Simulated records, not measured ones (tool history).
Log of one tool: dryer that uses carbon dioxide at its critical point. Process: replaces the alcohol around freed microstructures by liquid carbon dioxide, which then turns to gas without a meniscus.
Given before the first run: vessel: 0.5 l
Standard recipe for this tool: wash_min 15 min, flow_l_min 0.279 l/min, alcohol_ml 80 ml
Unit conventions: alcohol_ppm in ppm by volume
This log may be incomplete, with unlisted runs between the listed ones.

run 1 hour=0 | wash_min=15 flow_l_min=0.279 alcohol_ml=80 | alcohol_ppm=305
run 2 hour=40.8 | wash_min=15 flow_l_min=0.279 alcohol_ml=80 | alcohol_ppm=327
run 3 hour=64.6 | wash_min=15 flow_l_min=0.279 alcohol_ml=80 | alcohol_ppm=327
run 4 hour=107.4 | wash_min=15 flow_l_min=0.314 alcohol_ml=80 | alcohol_ppm=245
run 5 hour=149 | wash_min=15 flow_l_min=0.279 alcohol_ml=46 | alcohol_ppm=285
run 6 hour=190.4 | wash_min=15 flow_l_min=0.279 alcohol_ml=46 | alcohol_ppm=304
run 7 hour=216.7 | wash_min=15 flow_l_min=0.31 alcohol_ml=80 | alcohol_ppm=319
-- hour=256.1 inlet filter changed
run 8 hour=268.4 | wash_min=15 flow_l_min=0.279 alcohol_ml=44 | alcohol_ppm=206
run 9 hour=320.4 | wash_min=14 flow_l_min=0.279 alcohol_ml=44 | alcohol_ppm=255
run 10 hour=346.7 | wash_min=14 flow_l_min=0.279 alcohol_ml=44 | alcohol_ppm=266
run 11 hour=384.2 | wash_min=14 flow_l_min=0.279 alcohol_ml=39 | alcohol_ppm=265
run 12 hour=436.1 | wash_min=15 flow_l_min=0.279 alcohol_ml=80 | alcohol_ppm=298
run 13 hour=469.9 | wash_min=15 flow_l_min=0.279 alcohol_ml=80 | alcohol_ppm=320
run 14 hour=498.5 | wash_min=15 flow_l_min=0.279 alcohol_ml=80 | alcohol_ppm=343
run 15 hour=522.9 | wash_min=15 flow_l_min=0.279 alcohol_ml=80 | alcohol_ppm=343
-- hour=532.9 purifier's bed changed
run 16 hour=557.1 | wash_min=15 flow_l_min=0.172 alcohol_ml=80 | alcohol_ppm=2062
run 17 hour=581.6 | wash_min=15 flow_l_min=0.279 alcohol_ml=80 | alcohol_ppm=194
run 18 hour=616.4 | wash_min=15 flow_l_min=0.279 alcohol_ml=80 | alcohol_ppm=206
run 19 hour=653 | wash_min=17 flow_l_min=0.447 alcohol_ml=75 | alcohol_ppm=16
run 20 hour=699.2 | wash_min=17 flow_l_min=0.447 alcohol_ml=75 | alcohol_ppm=30
run 21 hour=747.3 | wash_min=18 flow_l_min=0.279 alcohol_ml=84 | alcohol_ppm=108
run 22 hour=790.1 | wash_min=21 flow_l_min=0.279 alcohol_ml=51 | alcohol_ppm=45
run 23 hour=821 | wash_min=21 flow_l_min=0.279 alcohol_ml=51 | alcohol_ppm=55
-- hour=846.6 inlet filter changed
run 24 hour=860.3 | wash_min=11 flow_l_min=0.279 alcohol_ml=77 | alcohol_ppm=667
run 25 hour=910.1 | wash_min=11 flow_l_min=0.279 alcohol_ml=77 | alcohol_ppm=725
run 26 hour=956.9 | wash_min=11 flow_l_min=0.279 alcohol_ml=77 | alcohol_ppm=791
run 27 hour=983.2 | wash_min=11 flow_l_min=0.229 alcohol_ml=77 | alcohol_ppm=1963
run 28 hour=1034.9 | wash_min=13 flow_l_min=0.314 alcohol_ml=29 | alcohol_ppm=118
run 29 hour=1076.5 | wash_min=13 flow_l_min=0.314 alcohol_ml=29 | alcohol_ppm=125
run 30 hour=1107.5 | wash_min=24 flow_l_min=0.314 alcohol_ml=111 | alcohol_ppm=58
run 31 hour=1152.3 | wash_min=24 flow_l_min=0.314 alcohol_ml=111 | alcohol_ppm=73
run 32 hour=1189.5 | wash_min=24 flow_l_min=0.314 alcohol_ml=111 | alcohol_ppm=88
run 33 hour=1226.9 | wash_min=17 flow_l_min=0.384 alcohol_ml=80 | alcohol_ppm=80
run 34 hour=1251.8 | wash_min=11 flow_l_min=0.384 alcohol_ml=80 | alcohol_ppm=310

5 ways to go on from here, each from the tool as it stands after run 34. What would each give?
run A hour=1295.2 | wash_min=13 flow_l_min=0.241 alcohol_ml=37 | alcohol_ppm=?
run B hour=1295.2 | wash_min=11 flow_l_min=0.384 alcohol_ml=86 | alcohol_ppm=?
run C hour=1295.2 | wash_min=11 flow_l_min=0.323 alcohol_ml=43 | alcohol_ppm=?
run D hour=1295.2 | wash_min=13 flow_l_min=0.216 alcohol_ml=80 | alcohol_ppm=?
run E hour=1295.2 | wash_min=10 flow_l_min=0.285 alcohol_ml=80 | alcohol_ppm=?

run=A alcohol_ppm=629
run=B alcohol_ppm=350
run=C alcohol_ppm=435
run=D alcohol_ppm=1924
run=E alcohol_ppm=1956
Take away the tool's hidden state, keep each run's random variation, and the runs would have read:
run=A alcohol_ppm=265
run=B alcohol_ppm=103
run=C alcohol_ppm=154
run=D alcohol_ppm=945
run=E alcohol_ppm=956

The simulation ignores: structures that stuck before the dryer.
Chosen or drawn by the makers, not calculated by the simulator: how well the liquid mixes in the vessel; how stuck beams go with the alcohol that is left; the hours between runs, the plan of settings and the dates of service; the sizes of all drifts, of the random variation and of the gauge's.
